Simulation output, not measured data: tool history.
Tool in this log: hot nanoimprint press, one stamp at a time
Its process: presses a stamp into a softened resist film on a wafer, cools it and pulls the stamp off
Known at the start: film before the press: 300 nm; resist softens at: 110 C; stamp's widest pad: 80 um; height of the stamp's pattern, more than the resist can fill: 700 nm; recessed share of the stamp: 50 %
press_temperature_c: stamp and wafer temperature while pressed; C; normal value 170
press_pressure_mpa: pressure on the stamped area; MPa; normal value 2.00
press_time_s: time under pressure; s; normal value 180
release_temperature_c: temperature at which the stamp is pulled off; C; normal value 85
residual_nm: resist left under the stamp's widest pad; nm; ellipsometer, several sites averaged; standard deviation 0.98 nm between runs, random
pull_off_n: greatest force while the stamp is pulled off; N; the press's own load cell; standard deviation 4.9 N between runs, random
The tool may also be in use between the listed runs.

run   hour  press_temperature_c  press_pressure_mpa  press_time_s  release_temperature_c  residual_nm  pull_off_n
  1    0.0                  170                2.00           180                     85        135.0         240
  2   10.5                  170                2.00           180                     85        134.1         238
  3   19.4                  170                2.00            98                     85        167.7         244
  4   28.6                  170                2.00           180                     85        134.2         244
  5   45.0                  170                2.00           180                     85        134.8         252
  6   53.4                  170                2.00           303                     85        108.7         259
  7   61.1                  170                2.00           303                     85        110.1         254
  8   73.6                  170                2.00           303                     85        110.5         244
      82.7  -- plate thermocouple calibrated
  9   91.5                  170                2.00           303                     73        107.7         333
 10  108.1                  170                2.00           180                     88        129.9         229
     115.4  -- plate thermocouple calibrated, once more
 11  124.3                  170                2.00           180                     88        140.1         235
 12  133.8                  170                2.00           180                     85        138.3         258
 13  149.7                  170                2.00            92                     85        174.9         254
 14  167.5                  170                2.00           180                     85        138.5         264
 15  185.4                  170                2.00           180                     84        139.7         284
 16  193.0                  170                2.00           180                     84        138.6         278
 17  207.8                  170                2.83           180                     82        118.5         285
 18  224.3                  170                2.83           180                     82        117.7         284
 19  240.3                  170                1.59           180                     80        151.5         298
 20  248.8                  164                1.94           116                     77        218.2         321
 21  256.8                  173                2.00           180                     85        114.1         266
 22  269.9                  166                2.00           125                     85        193.0         279
 23  285.8                  166                2.00           125                     85        191.5         274
 24  294.3                  170                2.00           263                     85        120.3         274
 25  302.3                  170                1.61           263                     82        131.5         292
 26  312.9                  170                1.49           263                     82        135.5         289
 27  328.5                  170                1.49           263                     82        135.2         295
 28  346.6                  170                1.49           263                     82        136.1         300
 29  359.1                  170                1.72           263                     82        127.4         304
 30  370.5                  166                1.84            92                     81        213.0         304
 31  382.8                  176                1.84            92                     91        125.7         237

Run by run, hidden condition taken away, random variation retained:
Hidden state at play: true temperature over the reading, C; pressure that arrives at the usual setting, %; grip of the stamp's worn release coat, % over a new coat's; drift of the gauge itself on residual_nm, %; drift of the gauge itself on pull_off_n, %.
run  residual_nm  pull_off_n
  1        140.0         236
  2        139.2         233
  3        173.4         238
  4        139.5         237
  5        140.3         244
  6        113.7         250
  7        115.2         244
  8        115.8         234
  9        115.3         318
 10        138.7         220
 11        140.2         218
 12        138.6         239
 13        175.5         233
 14        139.3         241
 15        140.8         259
 16        139.7         252
 17        119.4         257
 18        118.7         255
 19        153.6         267
 20        220.3         286
 21        115.8         237
 22        195.5         247
 23        194.2         242
 24        122.6         242
 25        134.4         256
 26        138.6         253
 27        138.5         257
 28        139.7         260
 29        130.9         263
 30        217.0         262
 31        128.9         205
